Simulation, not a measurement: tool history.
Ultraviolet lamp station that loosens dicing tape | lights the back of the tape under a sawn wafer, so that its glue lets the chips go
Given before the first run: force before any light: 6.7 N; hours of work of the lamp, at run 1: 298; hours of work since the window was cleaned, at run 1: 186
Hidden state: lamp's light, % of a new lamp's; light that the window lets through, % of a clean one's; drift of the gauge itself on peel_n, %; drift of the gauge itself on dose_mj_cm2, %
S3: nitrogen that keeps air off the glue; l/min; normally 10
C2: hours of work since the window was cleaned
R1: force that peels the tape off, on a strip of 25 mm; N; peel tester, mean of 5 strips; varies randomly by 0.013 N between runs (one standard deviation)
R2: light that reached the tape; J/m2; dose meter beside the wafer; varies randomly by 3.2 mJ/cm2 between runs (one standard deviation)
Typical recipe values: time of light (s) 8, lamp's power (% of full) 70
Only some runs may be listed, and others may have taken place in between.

run 1 hour=0 | time_of_light_(s)=8 lamp's_power_(%_of_full)=70 S3=10 | hours_of_work_of_the_lamp=298 C2=186 | R1=0.718 R2=4370
run 2 hour=12.6 | time_of_light_(s)=8 lamp's_power_(%_of_full)=70 S3=5 | hours_of_work_of_the_lamp=308 C2=196 | R1=0.997 R2=4360
run 3 hour=26.7 | time_of_light_(s)=8 lamp's_power_(%_of_full)=70 S3=5 | hours_of_work_of_the_lamp=319 C2=208 | R1=1.04 R2=4310
run 4 hour=44.2 | time_of_light_(s)=8 lamp's_power_(%_of_full)=70 S3=5 | hours_of_work_of_the_lamp=333 C2=221 | R1=0.997 R2=4300
run 5 hour=52.3 | time_of_light_(s)=8 lamp's_power_(%_of_full)=70 S3=10 | hours_of_work_of_the_lamp=339 C2=228 | R1=0.708 R2=4290
run 6 hour=63.7 | time_of_light_(s)=8 lamp's_power_(%_of_full)=70 S3=10 | hours_of_work_of_the_lamp=348 C2=237 | R1=0.698 R2=4270
run 7 hour=72.6 | time_of_light_(s)=8 lamp's_power_(%_of_full)=70 S3=10 | hours_of_work_of_the_lamp=355 C2=244 | R1=0.744 R2=4270
run 8 hour=82 | time_of_light_(s)=8 lamp's_power_(%_of_full)=70 S3=10 | hours_of_work_of_the_lamp=363 C2=251 | R1=0.737 R2=4250
-- hour=83.4 window cleaned of glue's vapour
run 9 hour=99.1 | time_of_light_(s)=8 lamp's_power_(%_of_full)=70 S3=10 | hours_of_work_of_the_lamp=376 C2=12 | R1=0.795 R2=4160
run 10 hour=108.4 | time_of_light_(s)=8 lamp's_power_(%_of_full)=70 S3=10 | hours_of_work_of_the_lamp=383 C2=20 | R1=0.795 R2=4100
-- hour=113.5 window cleaned of glue's vapour, once more
run 11 hour=127.4 | time_of_light_(s)=8 lamp's_power_(%_of_full)=70 S3=10 | hours_of_work_of_the_lamp=398 C2=11 | R1=0.706 R2=4410
run 12 hour=145.5 | time_of_light_(s)=8 lamp's_power_(%_of_full)=70 S3=10 | hours_of_work_of_the_lamp=412 C2=25 | R1=0.71 R2=4360
run 13 hour=162.4 | time_of_light_(s)=8 lamp's_power_(%_of_full)=70 S3=10 | hours_of_work_of_the_lamp=426 C2=39 | R1=0.694 R2=4370
run 14 hour=181.1 | time_of_light_(s)=8 lamp's_power_(%_of_full)=67 S3=10 | hours_of_work_of_the_lamp=440 C2=54 | R1=0.771 R2=4110
run 15 hour=195.3 | time_of_light_(s)=8 lamp's_power_(%_of_full)=70 S3=17 | hours_of_work_of_the_lamp=452 C2=65 | R1=0.58 R2=4290
run 16 hour=205.5 | time_of_light_(s)=8 lamp's_power_(%_of_full)=70 S3=17 | hours_of_work_of_the_lamp=460 C2=73 | R1=0.596 R2=4330
run 17 hour=215.8 | time_of_light_(s)=13 lamp's_power_(%_of_full)=70 S3=16 | hours_of_work_of_the_lamp=468 C2=81 | R1=0.252 R2=6940
run 18 hour=230.5 | time_of_light_(s)=13 lamp's_power_(%_of_full)=63 S3=12 | hours_of_work_of_the_lamp=479 C2=93 | R1=0.348 R2=6280
run 19 hour=242.4 | time_of_light_(s)=12 lamp's_power_(%_of_full)=70 S3=5 | hours_of_work_of_the_lamp=489 C2=102 | R1=0.501 R2=6340
run 20 hour=255.4 | time_of_light_(s)=12 lamp's_power_(%_of_full)=70 S3=5 | hours_of_work_of_the_lamp=499 C2=112 | R1=0.503 R2=6350
run 21 hour=269.9 | time_of_light_(s)=14 lamp's_power_(%_of_full)=80 S3=9 | hours_of_work_of_the_lamp=511 C2=124 | R1=0.242 R2=8400
run 22 hour=278.4 | time_of_light_(s)=6 lamp's_power_(%_of_full)=72 S3=6 | hours_of_work_of_the_lamp=517 C2=130 | R1=1.423 R2=3250
run 23 hour=291.8 | time_of_light_(s)=12 lamp's_power_(%_of_full)=98 S3=13 | hours_of_work_of_the_lamp=528 C2=141 | R1=0.213 R2=8670
run 24 hour=300.1 | time_of_light_(s)=5 lamp's_power_(%_of_full)=62 S3=15 | hours_of_work_of_the_lamp=535 C2=148 | R1=1.712 R2=2330

What if the next run were any one of these 4? Each begins from the tool's condition after run 24:
run A hour=318.9 | time_of_light_(s)=5 lamp's_power_(%_of_full)=91 S3=10 | hours_of_work_of_the_lamp=549 C2=163 | R1=? R2=?
run B hour=318.9 | time_of_light_(s)=4 lamp's_power_(%_of_full)=62 S3=7 | hours_of_work_of_the_lamp=549 C2=163 | R1=? R2=?
run C hour=318.9 | time_of_light_(s)=8 lamp's_power_(%_of_full)=62 S3=15 | hours_of_work_of_the_lamp=549 C2=163 | R1=? R2=?
run D hour=318.9 | time_of_light_(s)=8 lamp's_power_(%_of_full)=70 S3=12 | hours_of_work_of_the_lamp=549 C2=163 | R1=? R2=?

run=A R1=1.101 R2=3410
run=B R1=2.675 R2=1860
run=C R1=0.873 R2=3710
run=D R1=0.713 R2=4130
Had the tool no hidden state, the same runs would have come out as:
run=A R1=0.829 R2=4020
run=B R1=2.282 R2=2180
run=C R1=0.643 R2=4370
run=D R1=0.522 R2=4860
